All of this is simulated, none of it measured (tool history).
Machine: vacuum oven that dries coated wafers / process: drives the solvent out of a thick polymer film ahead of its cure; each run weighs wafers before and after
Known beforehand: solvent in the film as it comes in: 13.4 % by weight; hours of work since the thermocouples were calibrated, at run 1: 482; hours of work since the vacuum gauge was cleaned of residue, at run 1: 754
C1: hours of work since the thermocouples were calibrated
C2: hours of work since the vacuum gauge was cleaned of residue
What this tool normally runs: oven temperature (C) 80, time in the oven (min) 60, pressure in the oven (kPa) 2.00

Run 1, hour 0.0: usual settings; C1 482; C2 754. Result: solvent left in the film (%) 2.90.
Run 2, hour 43.8: usual settings; C1 517; C2 789. Result: solvent left in the film (%) 2.88.
Run 3, hour 84.4: usual settings; C1 548; C2 820. Result: solvent left in the film (%) 2.88.
Run 4, hour 125.9: usual settings; C1 581; C2 853. Result: solvent left in the film (%) 2.89.
Run 5, hour 151.7: usual settings; C1 601; C2 873. Result: solvent left in the film (%) 2.88.
Run 6, hour 175.6: usual settings but pressure in the oven (kPa) 3.27; C1 620; C2 892. Result: solvent left in the film (%) 3.48.
Run 7, hour 222.6: usual settings but pressure in the oven (kPa) 3.27; C1 656; C2 928. Result: solvent left in the film (%) 3.52.
Run 8, hour 250.2: usual settings but oven temperature (C) 92, pressure in the oven (kPa) 7.94; C1 678; C2 950. Result: solvent left in the film (%) 2.96.
Run 9, hour 280.6: usual settings but oven temperature (C) 84, pressure in the oven (kPa) 1.52; C1 702; C2 974. Result: solvent left in the film (%) 1.80.
Run 10, hour 311.9: usual settings but oven temperature (C) 84, pressure in the oven (kPa) 1.52; C1 726; C2 998. Result: solvent left in the film (%) 1.74.
Run 11, hour 349.0: usual settings but pressure in the oven (kPa) 1.15; C1 755; C2 1027. Result: solvent left in the film (%) 2.48.
Run 12, hour 384.3: usual settings but oven temperature (C) 73; C1 783; C2 1055. Result: solvent left in the film (%) 4.88.

Run 13 is up next; what results do you expect?
Run 13, hour 406.4: usual settings but oven temperature (C) 73, pressure in the oven (kPa) 6.74; C1 800; C2 1072. Result: solvent left in the film (%) ?.

{"run 13": {"solvent left in the film (%)": 7.42}}
Take away the tool's hidden state, keep the run-to-run variation as it was, and the same run would have given solvent left in the film (%) 7.42.

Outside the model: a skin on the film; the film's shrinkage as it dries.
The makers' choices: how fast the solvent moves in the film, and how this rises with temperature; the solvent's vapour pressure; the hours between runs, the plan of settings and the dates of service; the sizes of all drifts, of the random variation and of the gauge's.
